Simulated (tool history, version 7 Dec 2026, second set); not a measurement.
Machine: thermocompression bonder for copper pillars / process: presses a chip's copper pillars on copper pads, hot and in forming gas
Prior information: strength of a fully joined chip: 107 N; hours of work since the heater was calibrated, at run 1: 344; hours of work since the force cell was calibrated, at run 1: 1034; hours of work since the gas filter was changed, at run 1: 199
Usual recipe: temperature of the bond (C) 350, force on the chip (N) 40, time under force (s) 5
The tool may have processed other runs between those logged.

run,hour,temperature of the bond (C),force on the chip (N),time under force (s),hours of work since the heater was calibrated,hours of work since the force cell was calibrated,hours of work since the gas filter was changed,force that shears a chip off (N)
1,0,350,40,5,344,1034,199,46.2
2,15.7,350,40,5,353,1043,207,46.6
3,24.5,350,40,7,358,1047,212,53
# hour 31.7: force cell calibrated
4,41.9,350,40,7,366,5,220,53.7
5,52.4,350,40,7,372,11,226,53.9
6,65,350,40,7,378,18,232,53.6
7,74.5,350,28,7,383,23,238,44.5
8,83.8,350,40,5,388,28,242,47.8
9,101.3,353,40,5,398,37,252,49.9
10,111,353,37,5,403,42,257,46.9
11,125.5,353,37,5,411,50,265,47.5
12,136.4,353,37,5,416,56,271,47.9
13,149.9,350,40,4,424,63,278,43.9
14,162.2,327,40,5,430,70,284,35.7
15,172.4,327,40,5,436,75,290,35.8
# hour 176.1: heater calibrated with a thermocouple chip
16,189.2,327,40,5,7,83,298,35.5
17,200.4,327,40,5,13,89,304,35.4
18,216.2,327,40,5,21,97,312,35.4

Estimate the outcome of run 19 from the log above:
# hour 227.1: heater calibrated with a thermocouple chip, once more
19,229.9,378,39,4,1,104,318,?

Run 19 gave force that shears a chip off (N) 57.3.
The same run, on a tool lacking any hidden state, would have yielded force that shears a chip off (N) 58.7.
